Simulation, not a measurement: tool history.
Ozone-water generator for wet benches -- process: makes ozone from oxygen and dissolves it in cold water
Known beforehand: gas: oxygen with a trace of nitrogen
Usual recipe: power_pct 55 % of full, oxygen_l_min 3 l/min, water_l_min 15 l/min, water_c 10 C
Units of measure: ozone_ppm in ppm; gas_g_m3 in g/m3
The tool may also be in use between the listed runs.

| run | hour | power_pct | oxygen_l_min | water_l_min | water_c | ozone_ppm | gas_g_m3 |
|---|---|---|---|---|---|---|---|
| 1 | 0 | 55 | 3 | 15 | 10 | 13 | 120.8 |
| 2 | 117.6 | 55 | 3 | 15 | 10 | 13.2 | 120.4 |
| 3 | 282 | 80 | 3 | 15 | 10 | 18.2 | 162.3 |
| 4 | 350.8 | 55 | 3 | 15 | 7 | 13.9 | 121.1 |
| 5 | 419.3 | 55 | 3 | 15 | 7 | 13.5 | 121 |
| 6 | 541.5 | 55 | 3 | 15 | 7 | 13.3 | 119.5 |
| 7 | 608.1 | 55 | 1.89 | 15 | 10 | 12.4 | 157 |
| 8 | 772.8 | 55 | 1.89 | 15 | 10 | 12.4 | 157 |
| 9 | 863.7 | 55 | 3 | 15 | 10 | 13.3 | 120.9 |
| 10 | 1001.3 | 55 | 3 | 15 | 10 | 13.2 | 119.3 |
| 11 | 1138.8 | 55 | 3 | 15 | 10 | 13.2 | 121.2 |
| 12 | 1284.8 | 55 | 3 | 15 | 10 | 13.2 | 120.6 |
| 13 | 1443.1 | 55 | 3 | 15 | 10 | 13.1 | 119.5 |
| 14 | 1558.9 | 55 | 3 | 15 | 10 | 13.2 | 119.7 |
| 15 | 1667.5 | 55 | 3 | 15 | 10 | 13.3 | 122.2 |
| 16 | 1809.6 | 88 | 2.81 | 18 | 5 | 16.9 | 183.6 |
| 17 | 1885.9 | 70 | 2.81 | 9 | 5 | 25.1 | 150.5 |
| 18 | 2003.2 | 43 | 5.05 | 11 | 16 | 11.9 | 73.3 |
| 19 | 2080.6 | 43 | 5.05 | 11 | 16 | 12.2 | 73.1 |
| 20 | 2161.3 | 55 | 3.7 | 15 | 9 | 13.4 | 106.5 |
| 21 | 2293.2 | 55 | 3.7 | 15 | 9 | 13.4 | 106.8 |
| 22 | 2452.9 | 70 | 1.58 | 13 | 9 | 16.7 | 211.6 |
| 23 | 2618.4 | 58 | 4.48 | 15 | 10 | 13.9 | 100.4 |
| 24 | 2695.8 | 55 | 3 | 10 | 10 | 18.2 | 120.7 |
| 25 | 2791.8 | 55 | 3 | 10 | 10 | 18 | 119.5 |
| 26 | 2951.9 | 55 | 3 | 10 | 10 | 18.1 | 119.9 |

Each row is a separate what-if for the run after 26, all from the same tool condition, not one after another. Results?
| A | 3057 | 55 | 3.04 | 10 | 10 | ? | ? |
| B | 3057 | 55 | 3.98 | 15 | 15 | ? | ? |
| C | 3057 | 84 | 3 | 10 | 10 | ? | ? |

| run | ozone_ppm | gas_g_m3 |
|---|---|---|
| A | 18.1 | 119.3 |
| B | 12.5 | 101.4 |
| C | 25.6 | 167.5 |
Without the tool's unlogged condition, the same runs would have read:
| run | ozone_ppm | gas_g_m3 |
|---|---|---|
| A | 18.1 | 119.4 |
| B | 12.5 | 101.4 |
| C | 25.6 | 167.6 |
